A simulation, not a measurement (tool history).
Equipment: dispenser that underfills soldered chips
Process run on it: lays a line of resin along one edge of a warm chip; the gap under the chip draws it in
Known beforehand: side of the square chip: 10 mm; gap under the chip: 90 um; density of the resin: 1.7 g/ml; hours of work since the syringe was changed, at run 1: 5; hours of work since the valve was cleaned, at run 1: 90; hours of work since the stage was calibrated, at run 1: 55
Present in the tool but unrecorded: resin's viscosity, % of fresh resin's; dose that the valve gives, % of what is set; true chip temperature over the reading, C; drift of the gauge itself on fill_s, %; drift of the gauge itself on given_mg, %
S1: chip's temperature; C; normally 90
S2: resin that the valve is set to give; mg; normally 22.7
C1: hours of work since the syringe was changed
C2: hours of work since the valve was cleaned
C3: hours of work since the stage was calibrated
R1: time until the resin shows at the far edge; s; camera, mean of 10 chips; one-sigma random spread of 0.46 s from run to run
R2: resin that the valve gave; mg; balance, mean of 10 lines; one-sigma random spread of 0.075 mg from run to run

run,hour,S1,S2,C1,C2,C3,R1,R2
1,0,90,22.7,5,90,55,43.5,21.7
# hour 2: new syringe of resin
# hour 10.9: new syringe of resin
2,17.9,90,22.7,5,102,66,41.8,21.48
# hour 20: new syringe of resin
3,28.1,79,22.7,6,109,73,67.8,21.53
# hour 29.4: new syringe of resin
# hour 38.5: new syringe of resin
4,46,79,22.7,5,121,85,65.2,21.36
# hour 47.8: new syringe of resin
# hour 56.8: new syringe of resin
# hour 60.9: dispensing valve cleaned and set on the balance
5,63.6,90,22.7,4,2,96,41.7,22.65
# hour 67.6: new syringe of resin
6,71.7,90,22.7,3,7,101,40.2,22.49
# hour 76.7: new syringe of resin
7,83,83,22.7,4,15,109,54.7,22.53
# hour 86: new syringe of resin
# hour 95.3: new syringe of resin
8,100.6,83,22.7,4,26,120,52.3,22.33
# hour 105.2: new syringe of resin
# hour 114.2: new syringe of resin
9,119,97,24.4,3,38,132,31.3,24.03
# hour 123.1: new syringe of resin
# hour 132.9: new syringe of resin
10,133.4,96,27.2,0,48,142,28.6,26.67

The next listed run, before its measurement:
# hour 142.5: new syringe of resin
11,143,96,27.2,0,54,148,?,?

For run 11 the tool returned R1 28.1 s, R2 26.44 mg.
The same run, on a tool lacking any hidden state, would have yielded R1 26.9 s, R2 27.15 mg.
